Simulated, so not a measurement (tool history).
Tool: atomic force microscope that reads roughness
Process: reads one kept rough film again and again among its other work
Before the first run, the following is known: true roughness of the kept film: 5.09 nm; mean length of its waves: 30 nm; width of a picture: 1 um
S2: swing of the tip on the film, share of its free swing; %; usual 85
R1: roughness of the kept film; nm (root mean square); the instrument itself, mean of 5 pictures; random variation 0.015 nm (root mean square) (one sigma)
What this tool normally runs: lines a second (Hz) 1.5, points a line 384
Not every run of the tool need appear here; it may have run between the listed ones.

{"run": 1, "hour": 0.0, "lines a second (Hz)": 1.5, "S2": 85, "points a line": 384, "R1": 3.735}
{"run": 2, "hour": 59.6, "lines a second (Hz)": 1.5, "S2": 85, "points a line": 695, "R1": 3.73}
{"hour": 64.9, "done": "new tip fitted"}
{"run": 3, "hour": 94.5, "lines a second (Hz)": 0.53, "S2": 85, "points a line": 695, "R1": 4.262}
{"run": 4, "hour": 149.4, "lines a second (Hz)": 0.53, "S2": 85, "points a line": 695, "R1": 4.232}
{"run": 5, "hour": 222.5, "lines a second (Hz)": 0.53, "S2": 85, "points a line": 695, "R1": 4.226}
{"run": 6, "hour": 287.9, "lines a second (Hz)": 0.53, "S2": 85, "points a line": 695, "R1": 4.219}
{"hour": 301.2, "done": "new tip fitted"}
{"run": 7, "hour": 353.8, "lines a second (Hz)": 1.5, "S2": 85, "points a line": 384, "R1": 3.745}
{"run": 8, "hour": 389.2, "lines a second (Hz)": 1.5, "S2": 85, "points a line": 1012, "R1": 3.779}
{"run": 9, "hour": 422.1, "lines a second (Hz)": 1.5, "S2": 69, "points a line": 384, "R1": 4.153}
{"run": 10, "hour": 459.8, "lines a second (Hz)": 1.5, "S2": 69, "points a line": 384, "R1": 4.138}
{"run": 11, "hour": 532.2, "lines a second (Hz)": 2.47, "S2": 85, "points a line": 384, "R1": 3.351}
{"hour": 536.7, "done": "new tip fitted"}
{"run": 12, "hour": 594.0, "lines a second (Hz)": 1.5, "S2": 85, "points a line": 384, "R1": 3.715}
{"run": 13, "hour": 626.4, "lines a second (Hz)": 1.5, "S2": 85, "points a line": 384, "R1": 3.757}
{"run": 14, "hour": 685.8, "lines a second (Hz)": 1.5, "S2": 85, "points a line": 384, "R1": 3.727}
{"run": 15, "hour": 755.9, "lines a second (Hz)": 1.5, "S2": 85, "points a line": 384, "R1": 3.71}
{"hour": 775.3, "done": "new tip fitted"}
{"run": 16, "hour": 786.7, "lines a second (Hz)": 1.5, "S2": 85, "points a line": 384, "R1": 3.726}
{"run": 17, "hour": 829.4, "lines a second (Hz)": 0.89, "S2": 85, "points a line": 384, "R1": 4.006}
{"run": 18, "hour": 872.2, "lines a second (Hz)": 1.5, "S2": 85, "points a line": 384, "R1": 3.758}
{"run": 19, "hour": 903.6, "lines a second (Hz)": 1.5, "S2": 85, "points a line": 612, "R1": 3.745}
{"run": 20, "hour": 976.9, "lines a second (Hz)": 1.5, "S2": 85, "points a line": 612, "R1": 3.737}
{"hour": 1012.3, "done": "new tip fitted"}
{"run": 21, "hour": 1046.0, "lines a second (Hz)": 0.53, "S2": 85, "points a line": 384, "R1": 4.22}
{"run": 22, "hour": 1100.6, "lines a second (Hz)": 1.5, "S2": 85, "points a line": 384, "R1": 3.73}
{"run": 23, "hour": 1169.2, "lines a second (Hz)": 0.68, "S2": 85, "points a line": 384, "R1": 4.143}
{"run": 24, "hour": 1223.8, "lines a second (Hz)": 0.68, "S2": 85, "points a line": 384, "R1": 4.141}
{"hour": 1248.0, "done": "new tip fitted"}
{"run": 25, "hour": 1287.9, "lines a second (Hz)": 0.68, "S2": 85, "points a line": 304, "R1": 4.107}
{"run": 26, "hour": 1354.5, "lines a second (Hz)": 1.5, "S2": 85, "points a line": 384, "R1": 3.729}
{"run": 27, "hour": 1424.0, "lines a second (Hz)": 1.5, "S2": 78, "points a line": 384, "R1": 3.95}
{"hour": 1488.4, "done": "new tip fitted"}
{"run": 28, "hour": 1491.3, "lines a second (Hz)": 1.5, "S2": 62, "points a line": 390, "R1": 4.271}
{"run": 29, "hour": 1554.1, "lines a second (Hz)": 3, "S2": 62, "points a line": 281, "R1": 4.034}
{"run": 30, "hour": 1607.0, "lines a second (Hz)": 0.71, "S2": 75, "points a line": 504, "R1": 4.289}
{"run": 31, "hour": 1666.5, "lines a second (Hz)": 0.71, "S2": 75, "points a line": 504, "R1": 4.265}
{"run": 32, "hour": 1696.1, "lines a second (Hz)": 0.78, "S2": 59, "points a line": 396, "R1": 4.408}
{"hour": 1725.3, "done": "new tip fitted"}
{"run": 33, "hour": 1764.4, "lines a second (Hz)": 0.78, "S2": 59, "points a line": 396, "R1": 4.431}
{"run": 34, "hour": 1832.8, "lines a second (Hz)": 0.54, "S2": 77, "points a line": 396, "R1": 4.311}
{"run": 35, "hour": 1865.2, "lines a second (Hz)": 0.54, "S2": 77, "points a line": 396, "R1": 4.313}
{"run": 36, "hour": 1930.7, "lines a second (Hz)": 0.54, "S2": 78, "points a line": 396, "R1": 4.288}
{"hour": 1961.8, "done": "new tip fitted"}
{"run": 37, "hour": 1992.4, "lines a second (Hz)": 0.54, "S2": 78, "points a line": 396, "R1": 4.28}
{"run": 38, "hour": 2042.8, "lines a second (Hz)": 1.5, "S2": 89, "points a line": 384, "R1": 3.613}
{"run": 39, "hour": 2080.3, "lines a second (Hz)": 1.5, "S2": 89, "points a line": 384, "R1": 3.614}
{"run": 40, "hour": 2131.2, "lines a second (Hz)": 0.58, "S2": 68, "points a line": 703, "R1": 4.412}
{"hour": 2198.1, "done": "new tip fitted"}
{"run": 41, "hour": 2203.8, "lines a second (Hz)": 2.61, "S2": 55, "points a line": 365, "R1": 4.317}
{"hour": 2216.3, "done": "height scale calibrated on a step standard"}
{"run": 42, "hour": 2259.4, "lines a second (Hz)": 2.61, "S2": 76, "points a line": 365, "R1": 3.687}
{"run": 43, "hour": 2299.3, "lines a second (Hz)": 2.28, "S2": 61, "points a line": 333, "R1": 4.194}
{"run": 44, "hour": 2364.2, "lines a second (Hz)": 1.5, "S2": 60, "points a line": 315, "R1": 4.295}
{"run": 45, "hour": 2413.4, "lines a second (Hz)": 1.5, "S2": 85, "points a line": 794, "R1": 3.763}
{"hour": 2436.2, "done": "new tip fitted"}
{"run": 46, "hour": 2455.4, "lines a second (Hz)": 1.5, "S2": 85, "points a line": 704, "R1": 3.786}
{"run": 47, "hour": 2493.5, "lines a second (Hz)": 0.58, "S2": 82, "points a line": 512, "R1": 4.267}
{"run": 48, "hour": 2550.4, "lines a second (Hz)": 0.89, "S2": 81, "points a line": 686, "R1": 4.144}
{"run": 49, "hour": 2589.9, "lines a second (Hz)": 0.89, "S2": 81, "points a line": 686, "R1": 4.137}
{"run": 50, "hour": 2628.3, "lines a second (Hz)": 3.23, "S2": 64, "points a line": 730, "R1": 3.982}
{"hour": 2676.0, "done": "new tip fitted"}
{"run": 51, "hour": 2702.0, "lines a second (Hz)": 0.87, "S2": 63, "points a line": 384, "R1": 4.367}

4 ways to go on from here, each from the tool as it stands after run 51. What would each give?
{"run": "A", "hour": 2735.1, "lines a second (Hz)": 0.99, "S2": 63, "points a line": 298, "R1": "?"}
{"run": "B", "hour": 2735.1, "lines a second (Hz)": 2.16, "S2": 81, "points a line": 384, "R1": "?"}
{"run": "C", "hour": 2735.1, "lines a second (Hz)": 3.55, "S2": 69, "points a line": 367, "R1": "?"}
{"run": "D", "hour": 2735.1, "lines a second (Hz)": 1.5, "S2": 85, "points a line": 336, "R1": "?"}

run=A R1=4.335
run=B R1=3.629
run=C R1=3.707
run=D R1=3.732
With the hidden condition removed and each run's random variation left untouched, the same runs would have given:
run=A R1=4.337
run=B R1=3.631
run=C R1=3.71
run=D R1=3.735
